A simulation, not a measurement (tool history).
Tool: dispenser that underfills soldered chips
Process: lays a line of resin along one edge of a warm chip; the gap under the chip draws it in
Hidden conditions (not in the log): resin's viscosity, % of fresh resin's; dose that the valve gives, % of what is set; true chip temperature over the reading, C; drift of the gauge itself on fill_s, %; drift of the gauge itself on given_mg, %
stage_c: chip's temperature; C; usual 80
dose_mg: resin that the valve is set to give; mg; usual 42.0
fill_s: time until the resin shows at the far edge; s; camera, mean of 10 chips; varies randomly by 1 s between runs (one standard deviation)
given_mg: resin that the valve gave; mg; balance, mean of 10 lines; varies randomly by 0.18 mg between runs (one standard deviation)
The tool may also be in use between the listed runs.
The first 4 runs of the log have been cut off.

run	day	stage_c	dose_mg	hours of work since the syringe was changed	hours of work since the valve was cleaned	hours of work since the stage was calibrated	fill_s	given_mg
5	0.738	77	42.0	11	60	186	304.9	41.21
# day 0.775: new syringe of resin
6	0.954	80	42.0	3	64	189	129.4	41.18
7	1.188	80	42.0	8	68	194	189.9	40.86
8	1.396	80	42.0	11	72	197	265.1	40.79
# day 1.433: new syringe of resin
9	1.696	80	42.0	5	78	203	149.1	40.72
10	1.967	80	42.0	10	83	208	230.5	40.89
# day 2.088: new syringe of resin
11	2.196	74	42.0	2	87	212	137.9	40.75
12	2.362	80	42.0	5	90	215	152.3	40.52
13	2.650	80	42.0	10	95	220	244.4	40.99
# day 2.738: new syringe of resin
14	2.892	80	42.0	3	99	224	123.7	40.75
15	3.125	80	42.0	7	103	228	185.6	40.58
# day 3.392: new syringe of resin
# day 3.458: dispensing valve cleaned and set on the balance
16	3.458	80	42.0	0	0	234	102.4	41.94
17	3.742	80	42.0	6	5	239	164.8	41.81
18	4.008	80	42.0	11	10	244	256.9	41.52
# day 4.088: new syringe of resin
19	4.221	76	35.9	2	14	247	138.3	35.91
20	4.404	89	36.2	6	17	251	119.6	35.98
21	4.592	80	50.0	9	21	254	214.1	49.92
# day 4.738: new syringe of resin
22	4.746	94	51.6	0	23	257	59.2	51.54
23	4.879	66	47.7	3	26	259	189.2	47.22
24	5.042	66	47.7	6	29	262	249.9	47.27
25	5.200	94	53.9	9	32	265	127.0	52.79

Run 26 has not been measured yet. What should we expect?
# day 5.379: new syringe of resin
26	5.442	86	47.7	1	36	269	?	?

fill_s: 85.7 s
given_mg: 46.92 mg
On a tool with no hidden condition, and with the same random variation, this run would have come out at fill_s 79.5 s, given_mg 47.45 mg.
